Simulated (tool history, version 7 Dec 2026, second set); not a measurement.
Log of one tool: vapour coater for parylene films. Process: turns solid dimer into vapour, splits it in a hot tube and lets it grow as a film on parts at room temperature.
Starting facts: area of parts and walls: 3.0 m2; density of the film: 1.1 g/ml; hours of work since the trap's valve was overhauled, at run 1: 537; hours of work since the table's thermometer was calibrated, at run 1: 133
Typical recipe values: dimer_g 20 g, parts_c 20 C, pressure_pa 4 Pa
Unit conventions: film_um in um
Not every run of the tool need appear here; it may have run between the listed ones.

| run | day | dimer_g | parts_c | pressure_pa | hours of work since the trap's valve was overhauled | hours of work since the table's thermometer was calibrated | film_um |
|---|---|---|---|---|---|---|---|
| 1 | 0 | 20 | 20 | 4 | 537 | 133 | 3.62 |
| 2 | 0.271 | 20 | 21 | 4 | 541 | 137 | 3.53 |
| 3 | 0.554 | 20 | 20 | 4 | 546 | 142 | 3.63 |
| 4 | 0.983 | 13 | 20 | 4 | 553 | 148 | 2.37 |
| 5 | 1.592 | 13 | 20 | 4 | 562 | 158 | 2.35 |
| 6 | 2.067 | 13 | 20 | 4 | 570 | 166 | 2.36 |
| 7 | 2.621 | 20 | 20 | 4 | 578 | 174 | 3.63 |
| 8 | 2.992 | 20 | 28 | 4 | 584 | 180 | 2.95 |
| 9 | 3.317 | 20 | 21 | 4 | 589 | 185 | 3.52 |
| 10 | 3.654 | 15 | 20 | 4 | 595 | 190 | 2.73 |
| 11 | 4.133 | 15 | 20 | 4 | 602 | 198 | 2.71 |
| 12 | 4.712 | 20 | 20 | 4 | 611 | 207 | 3.63 |
| 13 | 5.075 | 20 | 20 | 4 | 617 | 213 | 3.58 |
| 14 | 5.592 | 20 | 20 | 4 | 625 | 221 | 3.61 |
| 15 | 6.012 | 20 | 20 | 4 | 632 | 227 | 3.58 |
|  | 6.408 | trap's valve overhauled |
| 16 | 6.642 | 20 | 20 | 4 | 4 | 235 | 3.75 |
| 17 | 7 | 28 | 20 | 8.86 | 9 | 240 | 4.91 |
| 18 | 7.533 | 22 | 24 | 4.26 | 18 | 249 | 3.7 |
| 19 | 8.054 | 22 | 24 | 4.26 | 26 | 257 | 3.68 |
|  | 8.142 | table's thermometer calibrated |
| 20 | 8.733 | 26 | 24 | 2.13 | 36 | 9 | 4.59 |
| 21 | 9.017 | 30 | 24 | 5.73 | 40 | 14 | 4.85 |
| 22 | 9.475 | 30 | 24 | 5.73 | 48 | 21 | 4.88 |
| 23 | 9.854 | 17 | 21 | 9.11 | 53 | 27 | 2.85 |
| 24 | 10.233 | 12 | 22 | 5.52 | 59 | 33 | 2.07 |
| 25 | 10.858 | 12 | 22 | 5.52 | 69 | 43 | 2.05 |
| 26 | 11.296 | 12 | 28 | 2.61 | 76 | 50 | 1.87 |

Forecast run 27:
| 27 | 11.812 | 12 | 28 | 2.61 | 84 | 58 | ? |

film_um: 1.88 um
Were there no unlogged condition in the tool, this run, its random variation unchanged, would have produced film_um 1.91 um.
